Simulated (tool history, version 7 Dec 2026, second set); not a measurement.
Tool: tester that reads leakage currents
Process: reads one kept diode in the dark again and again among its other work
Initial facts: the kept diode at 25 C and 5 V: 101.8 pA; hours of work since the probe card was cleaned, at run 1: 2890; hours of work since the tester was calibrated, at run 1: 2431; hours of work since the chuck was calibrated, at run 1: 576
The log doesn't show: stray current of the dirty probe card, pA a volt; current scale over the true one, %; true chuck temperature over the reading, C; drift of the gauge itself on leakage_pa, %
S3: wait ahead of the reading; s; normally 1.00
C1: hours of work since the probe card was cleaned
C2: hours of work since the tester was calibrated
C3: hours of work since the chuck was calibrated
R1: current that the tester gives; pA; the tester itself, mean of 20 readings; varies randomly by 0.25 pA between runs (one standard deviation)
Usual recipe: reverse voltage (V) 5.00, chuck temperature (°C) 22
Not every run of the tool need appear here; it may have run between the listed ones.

{"run": 1, "hour": 0.0, "reverse voltage (V)": 5.0, "chuck temperature (°C)": 22, "S3": 1.0, "C1": 2890, "C2": 2431, "C3": 576, "R1": 99.87}
{"hour": 162.4, "done": "chuck's temperature calibrated"}
{"run": 2, "hour": 276.3, "reverse voltage (V)": 5.0, "chuck temperature (°C)": 22, "S3": 1.0, "C1": 3101, "C2": 2642, "C3": 88, "R1": 91.57}
{"run": 3, "hour": 436.2, "reverse voltage (V)": 5.0, "chuck temperature (°C)": 22, "S3": 1.08, "C1": 3224, "C2": 2765, "C3": 211, "R1": 94.44}
{"run": 4, "hour": 557.5, "reverse voltage (V)": 4.17, "chuck temperature (°C)": 22, "S3": 1.0, "C1": 3317, "C2": 2858, "C3": 304, "R1": 87.41}
{"run": 5, "hour": 712.0, "reverse voltage (V)": 4.17, "chuck temperature (°C)": 22, "S3": 1.0, "C1": 3436, "C2": 2977, "C3": 423, "R1": 90.34}
{"run": 6, "hour": 973.6, "reverse voltage (V)": 4.17, "chuck temperature (°C)": 22, "S3": 1.0, "C1": 3637, "C2": 3178, "C3": 624, "R1": 94.57}
{"hour": 1073.3, "done": "chuck's temperature calibrated"}
{"run": 7, "hour": 1153.9, "reverse voltage (V)": 5.0, "chuck temperature (°C)": 40, "S3": 1.0, "C1": 3774, "C2": 3315, "C3": 62, "R1": 354.39}
{"run": 8, "hour": 1394.6, "reverse voltage (V)": 5.0, "chuck temperature (°C)": 22, "S3": 1.0, "C1": 3959, "C2": 3500, "C3": 247, "R1": 94.42}
{"hour": 1440.4, "done": "probe card cleaned and baked"}
{"run": 9, "hour": 1660.4, "reverse voltage (V)": 5.0, "chuck temperature (°C)": 22, "S3": 1.0, "C1": 169, "C2": 3702, "C3": 449, "R1": 88.26}
{"run": 10, "hour": 1843.0, "reverse voltage (V)": 5.0, "chuck temperature (°C)": 42, "S3": 1.0, "C1": 310, "C2": 3842, "C3": 590, "R1": 449.81}
{"hour": 2002.4, "done": "chuck's temperature calibrated"}
{"run": 11, "hour": 2067.9, "reverse voltage (V)": 5.0, "chuck temperature (°C)": 42, "S3": 1.0, "C1": 481, "C2": 4014, "C3": 50, "R1": 398.44}
{"run": 12, "hour": 2246.2, "reverse voltage (V)": 5.0, "chuck temperature (°C)": 22, "S3": 1.0, "C1": 618, "C2": 4151, "C3": 187, "R1": 84.07}
{"run": 13, "hour": 2466.2, "reverse voltage (V)": 5.0, "chuck temperature (°C)": 22, "S3": 1.0, "C1": 787, "C2": 4320, "C3": 357, "R1": 88.25}
{"run": 14, "hour": 2602.9, "reverse voltage (V)": 5.0, "chuck temperature (°C)": 22, "S3": 1.0, "C1": 892, "C2": 4425, "C3": 462, "R1": 91.23}
{"hour": 2644.9, "done": "tester calibrated"}
{"run": 15, "hour": 2764.7, "reverse voltage (V)": 5.0, "chuck temperature (°C)": 22, "S3": 4.99, "C1": 1015, "C2": 92, "C3": 585, "R1": 93.68}
{"hour": 2932.4, "done": "chuck's temperature calibrated"}
{"run": 16, "hour": 3014.4, "reverse voltage (V)": 5.0, "chuck temperature (°C)": 22, "S3": 4.99, "C1": 1206, "C2": 283, "C3": 63, "R1": 83.37}
{"run": 17, "hour": 3249.4, "reverse voltage (V)": 5.0, "chuck temperature (°C)": 22, "S3": 4.99, "C1": 1386, "C2": 463, "C3": 244, "R1": 88.57}
{"run": 18, "hour": 3503.4, "reverse voltage (V)": 5.0, "chuck temperature (°C)": 22, "S3": 4.99, "C1": 1582, "C2": 659, "C3": 439, "R1": 92.72}
{"run": 19, "hour": 3655.2, "reverse voltage (V)": 5.0, "chuck temperature (°C)": 22, "S3": 4.99, "C1": 1698, "C2": 775, "C3": 556, "R1": 94.97}
{"run": 20, "hour": 3788.5, "reverse voltage (V)": 12.78, "chuck temperature (°C)": 22, "S3": 1.0, "C1": 1801, "C2": 878, "C3": 658, "R1": 164.85}
{"hour": 3858.1, "done": "chuck's temperature calibrated"}
{"run": 21, "hour": 3959.0, "reverse voltage (V)": 2.47, "chuck temperature (°C)": 22, "S3": 3.64, "C1": 1930, "C2": 1007, "C3": 78, "R1": 60.01}
{"run": 22, "hour": 4104.2, "reverse voltage (V)": 5.0, "chuck temperature (°C)": 40, "S3": 1.28, "C1": 2042, "C2": 1119, "C3": 189, "R1": 365.36}
{"run": 23, "hour": 4263.7, "reverse voltage (V)": 2.39, "chuck temperature (°C)": 59, "S3": 3.83, "C1": 2165, "C2": 1242, "C3": 312, "R1": 1009.98}
{"run": 24, "hour": 4461.5, "reverse voltage (V)": 2.39, "chuck temperature (°C)": 49, "S3": 3.83, "C1": 2317, "C2": 1394, "C3": 464, "R1": 518.74}
{"run": 25, "hour": 4666.3, "reverse voltage (V)": 2.49, "chuck temperature (°C)": 41, "S3": 2.33, "C1": 2474, "C2": 1551, "C3": 621, "R1": 303.45}
{"hour": 4787.4, "done": "chuck's temperature calibrated"}
{"run": 26, "hour": 4827.9, "reverse voltage (V)": 17.66, "chuck temperature (°C)": 47, "S3": 1.0, "C1": 2597, "C2": 1674, "C3": 31, "R1": 1113.91}
{"run": 27, "hour": 5102.9, "reverse voltage (V)": 17.66, "chuck temperature (°C)": 49, "S3": 1.0, "C1": 2808, "C2": 1885, "C3": 243, "R1": 1339.87}
{"run": 28, "hour": 5368.9, "reverse voltage (V)": 17.66, "chuck temperature (°C)": 30, "S3": 0.62, "C1": 3013, "C2": 2090, "C3": 447, "R1": 355.28}
{"run": 29, "hour": 5577.5, "reverse voltage (V)": 6.34, "chuck temperature (°C)": 39, "S3": 4.38, "C1": 3173, "C2": 2250, "C3": 608, "R1": 418.22}
{"hour": 5716.8, "done": "chuck's temperature calibrated"}
{"run": 30, "hour": 5744.9, "reverse voltage (V)": 7.72, "chuck temperature (°C)": 31, "S3": 3.82, "C1": 3301, "C2": 2377, "C3": 22, "R1": 223.28}
{"run": 31, "hour": 5864.0, "reverse voltage (V)": 7.72, "chuck temperature (°C)": 31, "S3": 3.82, "C1": 3392, "C2": 2469, "C3": 113, "R1": 228.45}
{"run": 32, "hour": 6021.6, "reverse voltage (V)": 17.97, "chuck temperature (°C)": 41, "S3": 1.0, "C1": 3513, "C2": 2590, "C3": 234, "R1": 771.06}
{"run": 33, "hour": 6210.5, "reverse voltage (V)": 9.86, "chuck temperature (°C)": 41, "S3": 1.68, "C1": 3659, "C2": 2736, "C3": 380, "R1": 584.63}
{"run": 34, "hour": 6462.6, "reverse voltage (V)": 10.98, "chuck temperature (°C)": 43, "S3": 0.92, "C1": 3853, "C2": 2929, "C3": 573, "R1": 747.25}
{"hour": 6637.1, "done": "chuck's temperature calibrated"}
{"hour": 6663.4, "done": "probe card cleaned and baked"}
{"run": 35, "hour": 6703.3, "reverse voltage (V)": 10.98, "chuck temperature (°C)": 43, "S3": 0.92, "C1": 31, "C2": 3111, "C3": 49, "R1": 640.44}
{"run": 36, "hour": 6863.5, "reverse voltage (V)": 12.71, "chuck temperature (°C)": 28, "S3": 0.64, "C1": 154, "C2": 3234, "C3": 172, "R1": 222.7}
{"run": 37, "hour": 7045.9, "reverse voltage (V)": 9.11, "chuck temperature (°C)": 22, "S3": 1.0, "C1": 294, "C2": 3374, "C3": 312, "R1": 118.28}
{"run": 38, "hour": 7196.9, "reverse voltage (V)": 4.74, "chuck temperature (°C)": 28, "S3": 1.0, "C1": 410, "C2": 3490, "C3": 428, "R1": 143.55}
{"run": 39, "hour": 7413.8, "reverse voltage (V)": 1.7, "chuck temperature (°C)": 26, "S3": 1.08, "C1": 577, "C2": 3657, "C3": 595, "R1": 76.26}

Run 40 is up next; what results do you expect?
{"hour": 7569.0, "done": "chuck's temperature calibrated"}
{"run": 40, "hour": 7653.8, "reverse voltage (V)": 9.08, "chuck temperature (°C)": 20, "S3": 0.47, "C1": 760, "C2": 3840, "C3": 65, "R1": "?"}

{"run 40": {"R1": 97.42}}
Had the tool carried no hidden state, the very same run would have given R1 93.71 pA.
